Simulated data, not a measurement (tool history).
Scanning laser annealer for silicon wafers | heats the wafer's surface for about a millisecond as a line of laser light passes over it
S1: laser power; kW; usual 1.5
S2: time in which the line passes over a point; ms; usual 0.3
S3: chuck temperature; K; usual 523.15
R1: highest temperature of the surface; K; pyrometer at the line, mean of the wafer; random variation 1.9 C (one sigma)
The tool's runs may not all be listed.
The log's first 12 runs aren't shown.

run    hour     S1     S2      S3       R1
      379.7  -- optics aligned, line set to its width
 13     380    1.5  0.336  523.15  1387.15
      403.7  -- window over the wafer cleaned
 14     416    1.5  0.336  523.15  1417.15
 15   454.1    1.5  0.336  523.15  1415.15
 16   489.8    1.5  0.336  523.15  1416.15
 17   511.8    1.5  0.336  523.15  1414.15
 18   544.4    1.5  0.336  523.15  1415.15
 19   570.6    1.5    0.3  523.15  1363.15
 20   609.3    1.5    0.3  523.15  1361.15
 21   637.6    1.5    0.3  523.15  1360.15
 22   681.4    1.5    0.3  523.15  1359.15
 23   722.7  1.412  0.258  523.15  1243.15
 24   760.2  1.587    0.3  523.15  1410.15
 25   801.4  1.286  0.248  500.15  1133.15
 26   830.4  1.286  0.248  500.15  1130.15
 27   860.5  1.286  0.248  500.15  1133.15
 28   885.1    1.5  0.358  523.15  1426.15
 29     917    1.5  0.332  520.15  1390.15
 30   938.4    1.5  0.332  520.15  1381.15
 31   978.5  1.517  0.275  523.15  1322.15
 32  1018.7  1.517  0.275  523.15  1322.15

The next listed run, before its measurement:
 33  1055.5  1.436  0.251  493.15   ?

Run 33 gave R1 1204.15 K.
Without the tool's hidden state the same run would have given R1 1226.15 K.

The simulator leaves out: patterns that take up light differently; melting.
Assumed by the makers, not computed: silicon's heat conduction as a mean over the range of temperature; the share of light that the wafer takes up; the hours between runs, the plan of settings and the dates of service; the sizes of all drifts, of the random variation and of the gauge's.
